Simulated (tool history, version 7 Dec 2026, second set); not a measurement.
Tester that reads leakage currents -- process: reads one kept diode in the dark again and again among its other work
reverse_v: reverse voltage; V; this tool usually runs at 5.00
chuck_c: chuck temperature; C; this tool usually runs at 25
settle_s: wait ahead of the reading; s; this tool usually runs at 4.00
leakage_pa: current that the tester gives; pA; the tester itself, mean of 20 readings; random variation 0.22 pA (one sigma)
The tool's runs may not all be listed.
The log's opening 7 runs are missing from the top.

Run 8, day 7.525: usual settings but settle_s 1.46 s. Result: leakage_pa 69.88 pA.
Run 9, day 8.238: usual settings but reverse_v 6.91 V, settle_s 1.46 s. Result: leakage_pa 81.25 pA.
Run 10, day 8.983: usual settings but reverse_v 1.74 V. Result: leakage_pa 43.63 pA.
Run 11, day 10.208: usual settings but reverse_v 1.74 V. Result: leakage_pa 43.43 pA.
Run 12, day 11.367: usual settings but reverse_v 1.74 V. Result: leakage_pa 43.18 pA.
Run 13, day 12.292: usual settings but reverse_v 1.74 V. Result: leakage_pa 43.17 pA.
Run 14, day 13.538: usual settings but reverse_v 1.74 V. Result: leakage_pa 43.24 pA.
Run 15, day 14.946: usual settings. Result: leakage_pa 69.42 pA.
Run 16, day 15.867: usual settings. Result: leakage_pa 68.86 pA.
At day 16.112: probe card cleaned and baked.
Run 17, day 17.267: usual settings. Result: leakage_pa 69.48 pA.
Run 18, day 18.704: usual settings. Result: leakage_pa 69.81 pA.
Run 19, day 19.871: usual settings but reverse_v 1.72 V, chuck_c 22 C, settle_s 6.29 s. Result: leakage_pa 33.54 pA.
Run 20, day 20.475: usual settings but reverse_v 1.06 V, settle_s 4.17 s. Result: leakage_pa 34.88 pA.
Run 21, day 21.417: usual settings but reverse_v 1.06 V, settle_s 0.33 s. Result: leakage_pa 35.75 pA.
Run 22, day 22.912: usual settings but reverse_v 1.52 V, settle_s 0.50 s. Result: leakage_pa 41.34 pA.
At day 23.604: probe card cleaned and baked, once more.
Run 23, day 24.083: usual settings but chuck_c 38 C. Result: leakage_pa 188.92 pA.
Run 24, day 25.021: usual settings but reverse_v 5.78 V, chuck_c 44 C, settle_s 0.56 s. Result: leakage_pa 322.69 pA.
Run 25, day 26.017: usual settings but reverse_v 5.78 V, chuck_c 44 C, settle_s 0.56 s. Result: leakage_pa 320.04 pA.
Run 26, day 27.525: usual settings but reverse_v 14.35 V, chuck_c 33 C, settle_s 0.40 s. Result: leakage_pa 207.30 pA.
Run 27, day 28.233: usual settings but reverse_v 14.35 V, chuck_c 24 C, settle_s 0.33 s. Result: leakage_pa 105.85 pA.
Run 28, day 29.742: usual settings but reverse_v 16.23 V. Result: leakage_pa 107.40 pA.
Run 29, day 31.071: usual settings but reverse_v 10.87 V, settle_s 3.17 s. Result: leakage_pa 90.59 pA.
Run 30, day 32.021: usual settings but reverse_v 1.73 V, chuck_c 22 C, settle_s 3.17 s. Result: leakage_pa 31.87 pA.
Run 31, day 33.217: usual settings but reverse_v 1.73 V, chuck_c 34 C, settle_s 0.39 s. Result: leakage_pa 88.42 pA.

Predict each of these 5 candidate next runs independently; none follows another, all start after run 31:
Run A, day 34.671: usual settings but reverse_v 13.18 V, chuck_c 34 C, settle_s 0.39 s. Result: leakage_pa ?.
Run B, day 34.671: usual settings but reverse_v 1.14 V, chuck_c 34 C, settle_s 1.32 s. Result: leakage_pa ?.
Run C, day 34.671: usual settings but reverse_v 10.04 V, chuck_c 33 C. Result: leakage_pa ?.
Run D, day 34.671: usual settings but reverse_v 5.18 V, chuck_c 33 C, settle_s 1.05 s. Result: leakage_pa ?.
Run E, day 34.671: usual settings but reverse_v 6.49 V, chuck_c 57 C. Result: leakage_pa ?.

run  leakage_pa
  A      215.63
  B       73.91
  C      167.92
  D      128.53
  E      854.73
What these runs would have given with no unlogged condition in the tool:
run  leakage_pa
  A      233.60
  B       80.56
  C      182.75
  D      139.92
  E      921.05
